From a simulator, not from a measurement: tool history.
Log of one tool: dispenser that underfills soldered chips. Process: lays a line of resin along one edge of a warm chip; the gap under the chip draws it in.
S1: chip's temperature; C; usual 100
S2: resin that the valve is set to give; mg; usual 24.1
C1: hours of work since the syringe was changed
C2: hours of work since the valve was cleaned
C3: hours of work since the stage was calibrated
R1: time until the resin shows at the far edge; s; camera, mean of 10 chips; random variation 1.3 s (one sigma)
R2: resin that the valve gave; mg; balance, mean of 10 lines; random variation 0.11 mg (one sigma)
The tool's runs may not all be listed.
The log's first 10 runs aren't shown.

run     day   S1    S2  C1  C2   C3     R1     R2
      3.179  -- dispensing valve cleaned and set on the balance
 11   3.392  100  24.1   7   4  108  174.0  24.06
      3.442  -- new syringe of resin
 12   3.683  100  24.1   4   8  112  155.9  24.02
      3.921  -- new syringe of resin
 13   3.954  100  24.1   1  12  116  131.9  24.00
 14   4.262  100  24.1   6  17  121  166.8  23.78
      4.400  -- new syringe of resin
 15   4.704   96  24.1   5  24  128  190.2  23.88
      4.858  -- new syringe of resin
 16   4.912   96  24.1   1  28  132  162.8  23.62
 17   5.250  100  24.1   6  33  137  174.7  23.43
      5.350  -- new syringe of resin
 18   5.508  106  24.1   3  37  141  117.4  23.42
 19   5.750  114  27.6   7  41  145  102.5  26.64
      5.817  -- new syringe of resin
 20   6.012   90  27.6   3  45  149  227.0  26.72
      6.279  -- new syringe of resin
 21   6.325   90  31.2   1  50  154  203.1  30.13
 22   6.554   97  26.3   5  54  158  180.2  25.45
      6.754  -- new syringe of resin
 23   7.025  102  27.5   4  61  165  143.8  26.27
      7.225  -- new syringe of resin
 24   7.354   91  27.5   2  67  171  205.5  25.96
 25   7.662   91  24.2   7  72  176  262.4  22.95
      7.696  -- new syringe of resin
      7.738  -- dispensing valve cleaned and set on the balance
 26   8.079   94  22.9   6   6  182  224.0  22.70
      8.217  -- new syringe of resin
 27   8.325   86  21.2   2   9  185  264.0  21.01
 28   8.654   86  21.2   7  15  191  342.2  21.00
      8.708  -- new syringe of resin
 29   9.017   89  24.2   5  21  197  270.2  23.66
      9.179  -- new syringe of resin
 30   9.438   89  24.4   4  27  203  254.9  24.04
      9.646  -- new syringe of resin
 31   9.767  111  27.7   2  32  208   92.5  27.16
     10.100  -- new syringe of resin
 32  10.233  112  24.7   2  40  216   88.6  24.02
     10.579  -- new syringe of resin
 33  10.650   91  25.7   1  46  222  206.0  24.94
 34  10.938   87  28.2   6  51  227  304.4  27.16
     11.038  -- new syringe of resin
 35  11.338   87  28.2   5  58  234  286.8  26.99

Forecast each of these 4 alternatives for the next run:
     11.512  -- new syringe of resin
  A  11.738  100  28.8   4  64  240   ?   ?
     11.512  -- new syringe of resin
  B  11.738   87  26.1   4  64  240   ?   ?
     11.512  -- new syringe of resin
  C  11.738  114  22.9   4  64  240   ?   ?
     11.512  -- new syringe of resin
  D  11.738  100  31.0   4  64  240   ?   ?

run     R1     R2
  A  156.8  27.31
  B  281.1  24.95
  C   93.7  21.89
  D  155.2  29.43
Without the tool's hidden state the same runs would have given:
run     R1     R2
  A  122.5  28.67
  B  217.9  26.19
  C   72.9  22.98
  D  121.4  30.89

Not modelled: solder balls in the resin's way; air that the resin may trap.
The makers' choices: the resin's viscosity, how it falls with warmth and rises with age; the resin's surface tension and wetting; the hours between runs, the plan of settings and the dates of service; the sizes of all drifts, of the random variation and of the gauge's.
